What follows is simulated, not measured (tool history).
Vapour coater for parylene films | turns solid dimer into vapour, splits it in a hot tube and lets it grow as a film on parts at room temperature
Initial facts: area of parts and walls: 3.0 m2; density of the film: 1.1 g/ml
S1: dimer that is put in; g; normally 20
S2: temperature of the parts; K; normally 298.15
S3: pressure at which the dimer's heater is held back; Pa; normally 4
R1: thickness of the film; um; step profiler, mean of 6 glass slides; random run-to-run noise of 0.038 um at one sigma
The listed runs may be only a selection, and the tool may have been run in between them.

| run | day | S1 | S2 | S3 | R1 |
|---|---|---|---|---|---|
| 1 | 0 | 20 | 298.15 | 4 | 4.03 |
| 2 | 1.258 | 20 | 298.15 | 4 | 4.02 |
| 3 | 2.875 | 20 | 298.15 | 4 | 4.04 |
| 4 | 4.392 | 20 | 298.15 | 4 | 4.03 |
| 5 | 6.146 | 20 | 298.15 | 4 | 4.03 |
| 6 | 7.796 | 20 | 298.15 | 4 | 4 |
| 7 | 9.167 | 20 | 298.15 | 4 | 3.99 |
| 8 | 11.025 | 20 | 298.15 | 4 | 3.95 |
|  | 12.238 | trap's valve overhauled |
| 9 | 12.421 | 20 | 298.15 | 4 | 4.07 |
| 10 | 13.433 | 20 | 298.15 | 9.22 | 3.74 |
| 11 | 14.254 | 20 | 298.15 | 4 | 3.95 |
| 12 | 15.483 | 20 | 298.15 | 4 | 4.01 |
| 13 | 17.412 | 15 | 298.15 | 4 | 2.99 |
| 14 | 18.358 | 15 | 298.15 | 4 | 3.03 |
| 15 | 19.546 | 15 | 298.15 | 4 | 2.98 |
| 16 | 21.05 | 15 | 298.15 | 4 | 3.03 |
| 17 | 22.475 | 20 | 292.15 | 2.67 | 5.2 |
| 18 | 23.962 | 20 | 292.15 | 2.67 | 5.22 |
| 19 | 24.858 | 9 | 292.15 | 8.21 | 2.1 |

What will run 20 give?
| 20 | 26.488 | 27 | 298.15 | 4 | ? |

R1: 5.39 um
With the hidden condition absent and the run-to-run variation left alone, this run would have shown R1 5.41 um.
